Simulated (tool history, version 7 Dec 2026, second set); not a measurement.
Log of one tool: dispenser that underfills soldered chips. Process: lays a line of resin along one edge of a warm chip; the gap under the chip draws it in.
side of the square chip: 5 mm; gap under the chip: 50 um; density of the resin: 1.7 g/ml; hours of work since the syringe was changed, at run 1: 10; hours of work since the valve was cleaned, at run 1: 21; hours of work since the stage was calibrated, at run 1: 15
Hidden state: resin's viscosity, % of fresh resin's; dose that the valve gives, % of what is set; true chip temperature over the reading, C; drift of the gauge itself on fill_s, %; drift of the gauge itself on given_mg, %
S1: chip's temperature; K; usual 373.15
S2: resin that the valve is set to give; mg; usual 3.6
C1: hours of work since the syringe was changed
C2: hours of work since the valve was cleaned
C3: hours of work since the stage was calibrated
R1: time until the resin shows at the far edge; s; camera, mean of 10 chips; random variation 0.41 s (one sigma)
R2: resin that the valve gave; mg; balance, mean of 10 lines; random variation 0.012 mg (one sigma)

run 1 hour=0 | S1=373.15 S2=3.6 | C1=10 C2=21 C3=15 | R1=45.8 R2=3.53
-- hour=2.9 new syringe of resin
run 2 hour=7.8 | S1=384.15 S2=3.6 | C1=3 C2=26 C3=20 | R1=20.6 R2=3.53
run 3 hour=14.7 | S1=384.15 S2=3.6 | C1=8 C2=31 C3=25 | R1=26.5 R2=3.51
-- hour=20.9 new syringe of resin
run 4 hour=20.9 | S1=384.15 S2=3.6 | C1=0 C2=35 C3=29 | R1=17.7 R2=3.48
run 5 hour=27.6 | S1=384.15 S2=3.6 | C1=4 C2=39 C3=33 | R1=22.4 R2=3.48
run 6 hour=33 | S1=388.15 S2=3.6 | C1=8 C2=42 C3=37 | R1=23.2 R2=3.46
-- hour=37 dispensing valve cleaned and set on the balance
run 7 hour=39.1 | S1=388.15 S2=3.6 | C1=11 C2=1 C3=40 | R1=27.4 R2=3.59
-- hour=40 new syringe of resin
run 8 hour=47.8 | S1=386.15 S2=3.6 | C1=5 C2=7 C3=46 | R1=21.9 R2=3.6
run 9 hour=53.3 | S1=386.15 S2=3.6 | C1=9 C2=11 C3=49 | R1=25.9 R2=3.56
-- hour=58 new syringe of resin
run 10 hour=63.2 | S1=386.15 S2=3.6 | C1=3 C2=17 C3=55 | R1=20.5 R2=3.56
run 11 hour=69.1 | S1=386.15 S2=3.6 | C1=7 C2=21 C3=59 | R1=23.9 R2=3.52
-- hour=75.7 new syringe of resin
run 12 hour=76.1 | S1=373.15 S2=3.47 | C1=0 C2=25 C3=64 | R1=27.4 R2=3.39
run 13 hour=82.4 | S1=373.15 S2=4.53 | C1=4 C2=29 C3=68 | R1=34.2 R2=4.41
run 14 hour=87 | S1=373.15 S2=3.6 | C1=7 C2=32 C3=71 | R1=40.4 R2=3.49
-- hour=94.1 new syringe of resin
run 15 hour=96.1 | S1=373.15 S2=4.41 | C1=1 C2=38 C3=77 | R1=29.4 R2=4.27
run 16 hour=104.2 | S1=373.15 S2=4.45 | C1=7 C2=43 C3=82 | R1=37.9 R2=4.28
-- hour=107.5 dispensing valve cleaned and set on the balance
run 17 hour=112 | S1=373.15 S2=4.47 | C1=11 C2=3 C3=86 | R1=48.6 R2=4.48
-- hour=113.4 new syringe of resin
run 18 hour=121 | S1=363.15 S2=3.98 | C1=5 C2=9 C3=92 | R1=54.9 R2=3.97
run 19 hour=129.6 | S1=370.15 S2=3.98 | C1=11 C2=14 C3=98 | R1=54.7 R2=3.92
-- hour=131.2 new syringe of resin
run 20 hour=134.3 | S1=367.15 S2=4.41 | C1=2 C2=17 C3=100 | R1=40.4 R2=4.36
run 21 hour=143.3 | S1=375.15 S2=4.54 | C1=8 C2=23 C3=106 | R1=38.3 R2=4.46
-- hour=149 new syringe of resin
run 22 hour=151.2 | S1=387.15 S2=3.38 | C1=1 C2=28 C3=111 | R1=17.8 R2=3.29
run 23 hour=160.5 | S1=382.15 S2=3.7 | C1=7 C2=34 C3=117 | R1=28.7 R2=3.6
run 24 hour=165.1 | S1=378.15 S2=3.6 | C1=10 C2=37 C3=120 | R1=39.5 R2=3.48
-- hour=166.9 new syringe of resin
run 25 hour=174.2 | S1=383.15 S2=4.37 | C1=5 C2=43 C3=126 | R1=23.6 R2=4.19
-- hour=178 dispensing valve cleaned and set on the balance
run 26 hour=183.1 | S1=383.15 S2=4.37 | C1=10 C2=3 C3=131 | R1=31.9 R2=4.38
-- hour=186 new syringe of resin
run 27 hour=192.1 | S1=363.15 S2=3.11 | C1=4 C2=9 C3=137 | R1=54.3 R2=3.09

The next listed run, before its measurement:
run 28 hour=197.4 | S1=380.15 S2=3.99 | C1=7 C2=12 C3=140 | R1=? R2=?

Run 28 gave R1 31.3 s, R2 3.95 mg.
Without the tool's hidden state the same run would have given R1 20.5 s, R2 3.98 mg.
